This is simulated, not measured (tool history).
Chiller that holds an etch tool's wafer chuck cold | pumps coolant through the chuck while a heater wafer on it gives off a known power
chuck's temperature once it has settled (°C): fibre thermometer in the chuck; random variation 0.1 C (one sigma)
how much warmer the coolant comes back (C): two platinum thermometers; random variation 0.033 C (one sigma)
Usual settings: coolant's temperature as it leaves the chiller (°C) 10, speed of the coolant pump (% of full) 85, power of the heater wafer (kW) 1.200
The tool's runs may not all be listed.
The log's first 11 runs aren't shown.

run,hour,coolant's temperature as it leaves the chiller (°C),speed of the coolant pump (% of full),power of the heater wafer (kW),chuck's temperature once it has settled (°C),how much warmer the coolant comes back (C)
12,821.6,5,85,1.200,13.2,4.74
13,917.1,5,85,1.200,13.2,4.76
14,1019.0,10,67,1.200,19.6,6.07
15,1095.5,10,67,0.712,15.6,3.56
16,1175.1,10,67,0.712,15.8,3.60
17,1226.5,10,67,0.712,15.7,3.55
18,1271.8,18,79,0.748,23.4,3.20
19,1328.3,10,96,1.587,20.2,5.65
# hour 1364.3: chiller's thermometer calibrated
20,1395.9,10,60,1.199,20.0,6.68
21,1486.5,15,62,1.127,24.3,6.08
22,1557.5,6,62,1.385,17.6,7.48
23,1619.5,12,85,1.385,21.5,5.50
24,1661.1,14,99,0.854,19.4,2.96
25,1747.2,2,99,1.416,10.9,4.85
26,1826.6,2,99,1.416,10.7,4.86
27,1924.2,15,85,1.522,25.4,6.06
28,1996.6,12,69,1.522,24.0,7.44
29,2063.5,12,64,0.966,20.0,5.08
30,2104.4,17,96,0.896,22.6,3.18
31,2206.3,18,96,1.573,27.8,5.52
32,2298.0,2,65,0.650,7.3,3.30

Forecast each of these 3 alternatives for the next run:
A,2356.2,3,81,0.650,?,?
B,2356.2,10,85,1.197,?,?
C,2356.2,10,93,1.200,?,?

run,chuck's temperature once it has settled (°C),how much warmer the coolant comes back (C)
A,7.7,2.71
B,18.2,4.70
C,17.8,4.36
Without the tool's hidden state the same runs would have given:
run,chuck's temperature once it has settled (°C),how much warmer the coolant comes back (C)
A,7.6,2.71
B,18.2,4.69
C,17.7,4.36
